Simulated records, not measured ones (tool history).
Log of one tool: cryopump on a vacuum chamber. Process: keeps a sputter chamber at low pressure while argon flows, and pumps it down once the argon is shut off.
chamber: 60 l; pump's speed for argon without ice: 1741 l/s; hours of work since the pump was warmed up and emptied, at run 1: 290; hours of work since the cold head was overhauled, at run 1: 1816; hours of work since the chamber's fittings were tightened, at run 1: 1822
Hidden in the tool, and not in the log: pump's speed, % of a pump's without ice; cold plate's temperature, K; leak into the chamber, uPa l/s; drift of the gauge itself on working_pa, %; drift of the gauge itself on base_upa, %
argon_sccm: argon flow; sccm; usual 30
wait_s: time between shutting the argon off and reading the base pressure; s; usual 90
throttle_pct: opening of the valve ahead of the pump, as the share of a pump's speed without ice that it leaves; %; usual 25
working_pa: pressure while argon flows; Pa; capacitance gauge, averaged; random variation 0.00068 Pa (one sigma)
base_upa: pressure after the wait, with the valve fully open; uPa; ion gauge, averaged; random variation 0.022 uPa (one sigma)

run    hour  argon_sccm  wait_s  throttle_pct  hours of work since the pump was warmed up and emptied  hours of work since the cold head was overhauled  hours of work since the chamber's fittings were tightened  working_pa  base_upa
  1       0          30      90            25                                                     290                                              1816                                                       1822      0.1214      2.63
  2    32.7          30      90            25                                                     313                                              1839                                                       1846      0.1227       2.7
  3    99.1          30      90            25                                                     361                                              1886                                                       1893      0.1224      2.74
      114.4  -- pump warmed up, emptied and cooled again
  4   138.1          30      90            25                                                      17                                              1911                                                       1917      0.1176      2.47
  5   170.2          30      90            25                                                      40                                              1933                                                       1940      0.1192      2.48
  6     201          30      90            25                                                      62                                              1955                                                       1962      0.1173      2.47
  7   232.8          44      90            25                                                      84                                              1978                                                       1984      0.1734      2.68
  8   273.4          44      90            25                                                     113                                              2007                                                       2013      0.1738      2.62
  9   312.2          44      90            25                                                     141                                              2035                                                       2041      0.1748      2.73
 10   359.4          44      90            24                                                     174                                              2068                                                       2075      0.1824      2.82
 11   408.3          30     148            25                                                     209                                              2103                                                       2109        0.12      2.64
 12   482.4          21      90            25                                                     262                                              2156                                                       2162      0.0836      2.94
      521.8  -- leaking fittings of the chamber tightened, without venting
 13   535.5          30      65            25                                                     298                                              2192                                                         10       0.122      0.89
 14   594.8          30      90            25                                                     341                                              2234                                                         52       0.122      0.75
      635.5  -- pump warmed up, emptied and cooled again
 15   663.3          30      90            25                                                      20                                              2280                                                         97      0.1176      0.79
 16   720.8          30      90            25                                                      61                                              2320                                                        138      0.1181      0.82
 17   793.2          30      90            25                                                     112                                              2372                                                        190      0.1182       0.9
 18   829.3          30      65            25                                                     138                                              2398                                                        215      0.1196      1.11
 19     875          14      65            25                                                     171                                              2430                                                        248      0.0559      1.12
 20   934.5          16     152            25                                                     213                                              2473                                                        290      0.0644      0.81
 21   972.8          14     129            51                                                     240                                              2500                                                        318      0.0291      0.87
 22  1023.7          16      35            38                                                     276                                              2536                                                        354      0.0437      1.84
 23  1057.7          16      35            38                                                     301                                              2560                                                        378      0.0436      1.87
 24  1104.5          47      26            59                                                     334                                              2594                                                        411      0.0871      2.31
     1157.6  -- pump warmed up, emptied and cooled again
 25    1165          47      26            59                                                       5                                              2633                                                        451      0.0798      2.19
 26    1234          47      26            59                                                      54                                              2682                                                        500      0.0803      2.38
 27  1287.8          30      73            25                                                      93                                              2721                                                        538      0.1199       1.3
 28  1349.2          30      90            47                                                     136                                              2764                                                        582      0.0649      1.26
 29  1421.1          40      90            15                                                     188                                              2816                                                        633      0.2649      1.31
 30    1477          30      74            25                                                     227                                              2855                                                        673      0.1212      1.47
 31  1526.2          30      74            25                                                     262                                              2890                                                        708      0.1213      1.54
 32  1594.2          30     157            25                                                     311                                              2939                                                        756      0.1223      1.29
 33  1661.6          30     157            25                                                     359                                              2987                                                        804      0.1233       1.4

Hidden state or all else? Some run-to-run changes of working_pa, split into what the settings, what came in and random variation would give without the hidden state, and what is left for the hidden state (with any gauge scatter that isn't in both results):
Run 3 -> 4: pump warmed up, emptied and cooled again. working_pa -0.0048 Pa: hidden state -0.0054, all else +0.0006.
Run 18 -> 19: argon_sccm 30 -> 14. working_pa -0.0637 Pa: hidden state -0.0012, all else -0.0625.
Run 23 -> 24: argon_sccm 16 -> 47, wait_s 35 -> 26, throttle_pct 38 -> 59. working_pa +0.0435 Pa: hidden state +0.0065, all else +0.037.
Run 24 -> 25: pump warmed up, emptied and cooled again. working_pa -0.0073 Pa: hidden state -0.0079, all else +0.0006.
Run 28 -> 29: argon_sccm 30 -> 40, throttle_pct 47 -> 15. working_pa +0.2 Pa: hidden state +0.0021, all else +0.1979.
Run 29 -> 30: argon_sccm 40 -> 30, wait_s 90 -> 74, throttle_pct 15 -> 25. working_pa -0.1437 Pa: hidden state -0.0006, all else -0.1431.
